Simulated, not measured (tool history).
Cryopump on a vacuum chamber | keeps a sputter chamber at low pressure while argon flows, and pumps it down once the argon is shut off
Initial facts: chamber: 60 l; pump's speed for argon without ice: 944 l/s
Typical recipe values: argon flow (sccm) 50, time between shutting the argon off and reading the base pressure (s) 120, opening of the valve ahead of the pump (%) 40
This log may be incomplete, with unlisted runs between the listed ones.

run   hour  argon flow (sccm)  time between shutting the argon off and reading the base pressure (s)  opening of the valve ahead of the pump (%)  pressure while argon flows (Pa)  pressure after the wait (uPa)
  1      0                 50                                                                    120                                          40                           0.2522                           1.77
  2   22.4                 50                                                                    120                                          40                           0.2558                           1.79
  3     42                 50                                                                    105                                          40                           0.2528                           1.92
  4   52.2                 68                                                                    120                                          40                           0.3454                           1.89
  5   73.8                 68                                                                    120                                          40                           0.3479                           1.85
  6   95.7                 68                                                                    120                                          40                           0.3488                           1.86
  7    111                 68                                                                    120                                          40                           0.3495                           1.88
  8  132.9                 50                                                                    120                                          40                           0.2589                           1.94
  9  148.7                 50                                                                    120                                          40                           0.2621                           1.98
 10  168.8                 50                                                                    120                                          40                           0.2625                           2.03
 11  181.6                 50                                                                    120                                          40                           0.2627                           1.97
 12  195.3                 50                                                                    120                                          40                           0.2651                           2.01
 13  204.4                 93                                                                     36                                          40                           0.4945                           3.26
 14  226.2                 62                                                                     57                                          41                           0.3236                           2.65
 15  245.8                 62                                                                     57                                          41                           0.3256                           2.72
 16  263.2                 50                                                                     30                                          35                           0.3029                           3.66

Estimate the outcome of run 17 from the log above:
 17  280.5                 50                                                                     85                                          27                                ?                              ?

{"run 17": {"pressure while argon flows (Pa)": 0.3767, "pressure after the wait (uPa)": 2.43}}
Were there no unlogged condition in the tool, this run, its random variation unchanged, would have produced pressure while argon flows (Pa) 0.3292, pressure after the wait (uPa) 1.15.
